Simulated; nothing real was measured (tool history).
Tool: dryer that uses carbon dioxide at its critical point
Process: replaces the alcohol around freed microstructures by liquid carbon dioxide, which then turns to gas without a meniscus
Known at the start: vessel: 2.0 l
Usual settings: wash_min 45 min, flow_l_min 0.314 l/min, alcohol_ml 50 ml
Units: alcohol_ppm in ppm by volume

run,day,wash_min,flow_l_min,alcohol_ml,alcohol_ppm
1,0.000,45,0.314,50,209
2,2.192,45,0.314,50,220
3,3.642,43,0.314,50,242
4,5.812,45,0.314,108,262
5,7.546,46,0.314,50,229
6,9.396,46,0.314,50,257
7,11.167,45,0.314,69,275
8,12.367,45,0.244,69,455
9,14.125,45,0.526,50,245
10,15.338,70,0.444,21,241
11,16.838,31,0.507,33,256
12,18.779,28,0.485,31,273
13,20.467,29,0.314,33,511

Forecast each of these 4 alternatives for the next run:
A,21.729,45,0.314,30,?
B,21.729,29,0.526,33,?
C,21.729,29,0.314,47,?
D,21.729,45,0.396,50,?

run,alcohol_ppm
A,290
B,286
C,622
D,269
Without the tool's hidden state the same runs would have given:
run,alcohol_ppm
A,16
B,15
C,252
D,4
